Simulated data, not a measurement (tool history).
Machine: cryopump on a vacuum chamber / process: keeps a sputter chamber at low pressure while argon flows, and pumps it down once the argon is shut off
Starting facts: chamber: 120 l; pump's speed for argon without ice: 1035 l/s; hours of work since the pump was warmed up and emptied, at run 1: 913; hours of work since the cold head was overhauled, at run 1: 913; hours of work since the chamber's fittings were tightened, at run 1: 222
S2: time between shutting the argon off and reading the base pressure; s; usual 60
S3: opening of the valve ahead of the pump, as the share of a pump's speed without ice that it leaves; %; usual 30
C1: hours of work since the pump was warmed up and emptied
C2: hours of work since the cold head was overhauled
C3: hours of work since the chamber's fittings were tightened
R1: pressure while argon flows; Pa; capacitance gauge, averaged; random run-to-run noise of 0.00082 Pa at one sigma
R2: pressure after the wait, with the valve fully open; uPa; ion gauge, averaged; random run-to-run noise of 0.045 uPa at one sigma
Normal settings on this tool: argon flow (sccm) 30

run 1 hour=0.0 | argon_flow_(sccm)=30 S2=60 S3=30 | C1=913 C2=913 C3=222 | R1=0.1781 R2=2.83
run 2 hour=59.4 | argon_flow_(sccm)=30 S2=60 S3=30 | C1=951 C2=951 C3=260 | R1=0.1785 R2=2.90
run 3 hour=84.3 | argon_flow_(sccm)=30 S2=60 S3=30 | C1=967 C2=967 C3=276 | R1=0.1786 R2=2.85
run 4 hour=118.4 | argon_flow_(sccm)=30 S2=60 S3=30 | C1=989 C2=989 C3=298 | R1=0.1790 R2=2.70
run 5 hour=173.2 | argon_flow_(sccm)=13 S2=60 S3=30 | C1=1024 C2=1024 C3=333 | R1=0.0794 R2=2.89
run 6 hour=204.2 | argon_flow_(sccm)=13 S2=60 S3=30 | C1=1044 C2=1044 C3=352 | R1=0.0783 R2=2.86
run 7 hour=243.2 | argon_flow_(sccm)=30 S2=60 S3=30 | C1=1069 C2=1069 C3=377 | R1=0.1811 R2=2.95
run 8 hour=291.4 | argon_flow_(sccm)=30 S2=60 S3=30 | C1=1100 C2=1100 C3=408 | R1=0.1809 R2=2.91
run 9 hour=325.9 | argon_flow_(sccm)=30 S2=60 S3=30 | C1=1122 C2=1122 C3=430 | R1=0.1826 R2=2.88
run 10 hour=365.5 | argon_flow_(sccm)=30 S2=177 S3=30 | C1=1147 C2=1147 C3=456 | R1=0.1812 R2=1.34
run 11 hour=400.4 | argon_flow_(sccm)=59 S2=60 S3=30 | C1=1170 C2=1170 C3=478 | R1=0.3607 R2=2.91
-- hour=430.8 pump warmed up, emptied and cooled again
run 12 hour=435.2 | argon_flow_(sccm)=30 S2=60 S3=30 | C1=3 C2=1189 C3=497 | R1=0.1633 R2=2.82
run 13 hour=495.4 | argon_flow_(sccm)=30 S2=60 S3=30 | C1=41 C2=1227 C3=536 | R1=0.1654 R2=2.80
run 14 hour=529.9 | argon_flow_(sccm)=48 S2=60 S3=30 | C1=63 C2=1249 C3=558 | R1=0.2646 R2=2.82
run 15 hour=576.7 | argon_flow_(sccm)=48 S2=60 S3=30 | C1=93 C2=1279 C3=588 | R1=0.2649 R2=2.83
run 16 hour=628.3 | argon_flow_(sccm)=48 S2=60 S3=30 | C1=126 C2=1312 C3=620 | R1=0.2638 R2=2.81
run 17 hour=653.3 | argon_flow_(sccm)=48 S2=60 S3=30 | C1=142 C2=1328 C3=636 | R1=0.2657 R2=2.86
run 18 hour=693.0 | argon_flow_(sccm)=48 S2=60 S3=30 | C1=168 C2=1354 C3=662 | R1=0.2649 R2=2.89
run 19 hour=747.0 | argon_flow_(sccm)=48 S2=60 S3=30 | C1=202 C2=1388 C3=696 | R1=0.2662 R2=2.79
run 20 hour=807.2 | argon_flow_(sccm)=48 S2=60 S3=30 | C1=241 C2=1427 C3=735 | R1=0.2668 R2=2.88
run 21 hour=866.5 | argon_flow_(sccm)=13 S2=74 S3=38 | C1=279 C2=1465 C3=773 | R1=0.0585 R2=2.45
run 22 hour=902.4 | argon_flow_(sccm)=13 S2=74 S3=38 | C1=302 C2=1488 C3=796 | R1=0.0586 R2=2.37
run 23 hour=949.0 | argon_flow_(sccm)=13 S2=74 S3=38 | C1=331 C2=1517 C3=826 | R1=0.0573 R2=2.47
run 24 hour=976.2 | argon_flow_(sccm)=13 S2=88 S3=31 | C1=349 C2=1535 C3=843 | R1=0.0710 R2=2.05
run 25 hour=1007.8 | argon_flow_(sccm)=13 S2=88 S3=31 | C1=369 C2=1555 C3=863 | R1=0.0700 R2=2.16
run 26 hour=1037.8 | argon_flow_(sccm)=13 S2=105 S3=15 | C1=388 C2=1574 C3=882 | R1=0.1436 R2=1.85
run 27 hour=1064.2 | argon_flow_(sccm)=13 S2=105 S3=15 | C1=405 C2=1591 C3=899 | R1=0.1447 R2=1.85
run 28 hour=1112.0 | argon_flow_(sccm)=13 S2=105 S3=15 | C1=436 C2=1622 C3=930 | R1=0.1440 R2=1.87
run 29 hour=1165.6 | argon_flow_(sccm)=21 S2=105 S3=15 | C1=470 C2=1656 C3=964 | R1=0.2327 R2=1.89
run 30 hour=1198.2 | argon_flow_(sccm)=24 S2=257 S3=15 | C1=491 C2=1677 C3=985 | R1=0.2686 R2=1.08
run 31 hour=1237.0 | argon_flow_(sccm)=24 S2=86 S3=28 | C1=516 C2=1702 C3=1010 | R1=0.1456 R2=2.23
run 32 hour=1296.2 | argon_flow_(sccm)=34 S2=171 S3=39 | C1=554 C2=1739 C3=1048 | R1=0.1517 R2=1.40
run 33 hour=1330.6 | argon_flow_(sccm)=34 S2=171 S3=39 | C1=576 C2=1761 C3=1070 | R1=0.1514 R2=1.47
run 34 hour=1378.9 | argon_flow_(sccm)=22 S2=109 S3=32 | C1=606 C2=1792 C3=1101 | R1=0.1195 R2=1.92
run 35 hour=1405.9 | argon_flow_(sccm)=22 S2=109 S3=35 | C1=624 C2=1810 C3=1118 | R1=0.1088 R2=1.90

Forecast each of these 3 alternatives for the next run:
run A hour=1449.7 | argon_flow_(sccm)=14 S2=60 S3=30 | C1=652 C2=1838 C3=1146 | R1=? R2=?
run B hour=1449.7 | argon_flow_(sccm)=29 S2=60 S3=56 | C1=652 C2=1838 C3=1146 | R1=? R2=?
run C hour=1449.7 | argon_flow_(sccm)=12 S2=109 S3=21 | C1=652 C2=1838 C3=1146 | R1=? R2=?

run=A R1=0.0813 R2=3.04
run=B R1=0.0953 R2=3.03
run=C R1=0.0966 R2=2.00
Take away the tool's hidden state, keep each run's random variation, and the runs would have read:
run=A R1=0.0766 R2=2.73
run=B R1=0.0856 R2=2.72
run=C R1=0.0926 R2=1.69

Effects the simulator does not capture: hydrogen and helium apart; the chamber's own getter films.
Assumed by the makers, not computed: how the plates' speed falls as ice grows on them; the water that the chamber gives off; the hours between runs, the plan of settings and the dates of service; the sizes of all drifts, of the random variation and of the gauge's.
